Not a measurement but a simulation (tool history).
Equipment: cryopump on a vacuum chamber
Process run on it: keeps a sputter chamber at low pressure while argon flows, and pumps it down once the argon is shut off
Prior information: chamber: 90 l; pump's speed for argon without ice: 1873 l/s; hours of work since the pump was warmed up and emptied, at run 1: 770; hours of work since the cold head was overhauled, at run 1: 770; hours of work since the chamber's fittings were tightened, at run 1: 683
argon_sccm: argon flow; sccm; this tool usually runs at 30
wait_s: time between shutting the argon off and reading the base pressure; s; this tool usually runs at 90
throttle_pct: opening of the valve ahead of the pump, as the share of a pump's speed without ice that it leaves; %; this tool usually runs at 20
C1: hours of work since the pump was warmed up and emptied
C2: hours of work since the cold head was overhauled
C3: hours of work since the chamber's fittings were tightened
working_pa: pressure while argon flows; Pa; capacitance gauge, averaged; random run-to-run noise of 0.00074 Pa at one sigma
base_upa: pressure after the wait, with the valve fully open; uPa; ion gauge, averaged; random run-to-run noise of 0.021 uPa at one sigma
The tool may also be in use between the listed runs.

run 1 day=0 | argon_sccm=30 wait_s=90 throttle_pct=20 | C1=770 C2=770 C3=683 | working_pa=0.1442 base_upa=0.94
run 2 day=0.512 | argon_sccm=30 wait_s=90 throttle_pct=20 | C1=779 C2=779 C3=692 | working_pa=0.1451 base_upa=0.94
run 3 day=1.246 | argon_sccm=30 wait_s=90 throttle_pct=49 | C1=792 C2=792 C3=705 | working_pa=0.0651 base_upa=0.89
run 4 day=1.858 | argon_sccm=30 wait_s=26 throttle_pct=20 | C1=803 C2=803 C3=716 | working_pa=0.144 base_upa=1.8
run 5 day=2.346 | argon_sccm=30 wait_s=90 throttle_pct=15 | C1=812 C2=812 C3=724 | working_pa=0.1897 base_upa=0.99
run 6 day=3.458 | argon_sccm=30 wait_s=90 throttle_pct=15 | C1=831 C2=831 C3=744 | working_pa=0.1905 base_upa=1.05

Run 7 comes next. What will it give?
run 7 day=4.417 | argon_sccm=56 wait_s=24 throttle_pct=17 | C1=848 C2=848 C3=761 | working_pa=? base_upa=?

Run 7 came out at working_pa 0.3183 Pa, base_upa 1.95 uPa.
Were there no unlogged condition in the tool, this run, its random variation unchanged, would have produced working_pa 0.2974 Pa, base_upa 1.44 uPa.
